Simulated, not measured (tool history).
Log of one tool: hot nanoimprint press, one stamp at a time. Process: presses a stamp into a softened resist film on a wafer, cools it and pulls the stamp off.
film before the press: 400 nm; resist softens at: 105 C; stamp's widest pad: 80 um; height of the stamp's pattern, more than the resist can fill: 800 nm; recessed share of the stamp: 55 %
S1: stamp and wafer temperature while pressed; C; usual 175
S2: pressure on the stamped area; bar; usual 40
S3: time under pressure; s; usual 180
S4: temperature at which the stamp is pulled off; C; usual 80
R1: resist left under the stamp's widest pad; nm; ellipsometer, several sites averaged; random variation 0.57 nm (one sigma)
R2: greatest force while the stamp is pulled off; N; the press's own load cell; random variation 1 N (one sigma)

run   hour   S1    S2   S3  S4     R1   R2
  1      0  175    40  180  80    147  108
  2     10  175    40  180  78  146.7  110
  3   26.5  175    40  180  80  147.6  109
  4   41.9  175    40  103  80  182.8  108
      56.1  -- stamp cleaned and given a new release coat
  5   66.1  175    40  194  80  143.4  107
  6   78.7  175    40  194  80  142.3  106
  7  103.2  175    40  194  80  142.6  107
  8  115.8  175    40  194  80  142.9  107
  9  131.7  175    40  194  80  142.1  107
 10  144.5  175    40  194  80  142.9  106
 11  161.5  175    40  194  80  142.1  108
 12  171.6  175    40  194  80  142.5  107
 13  194.7  175    40  194  80  142.5  108
 14  215.5  175    40  194  80  141.6  107
 15  229.2  175    40  194  72    142  121
 16  244.9  175  48.5  207  82  126.5  102
 17  265.8  175  48.5  207  82  126.8  105
 18  284.6  175  24.8  180  68  181.3  125
 19  300.5  185  48.7  117  73  114.8  119
 20  316.1  185    44  117  73  120.1  119
 21  331.3  182  60.4  221  68   85.1  126
 22  352.5  171  42.5  258  83  143.2  103
 23  372.9  182  42.5  205  83  106.5  103
     380.6  -- stamp cleaned and given a new release coat
 24    393  182  42.5  205  83  106.7  103
 25  404.2  182  42.5  205  83  106.1  104
 26  424.4  182  42.5  205  83  105.6  102
 27  440.7  182  42.5  205  83  106.8  104
 28  460.5  185  30.9  180  80    120  109
 29  476.7  185  30.9  243  87    105   96

5 ways to go on from here, each from the tool as it stands after run 29. What would each give?
  A  491.1  185  38.8  117  87   ?   ?
  B  491.1  167    64  243  71   ?   ?
  C  491.1  175    40   98  80   ?   ?
  D  491.1  185  32.3  243  65   ?   ?
  E  491.1  173  43.5  262  87   ?   ?

run     R1   R2
  A    127   96
  B  139.7  120
  C  187.6  108
  D  102.1  131
  E    130   96
Without the tool's hidden state the same runs would have given:
run     R1   R2
  A  126.8   96
  B  139.3  120
  C  187.2  107
  D  101.9  130
  E  129.7   95

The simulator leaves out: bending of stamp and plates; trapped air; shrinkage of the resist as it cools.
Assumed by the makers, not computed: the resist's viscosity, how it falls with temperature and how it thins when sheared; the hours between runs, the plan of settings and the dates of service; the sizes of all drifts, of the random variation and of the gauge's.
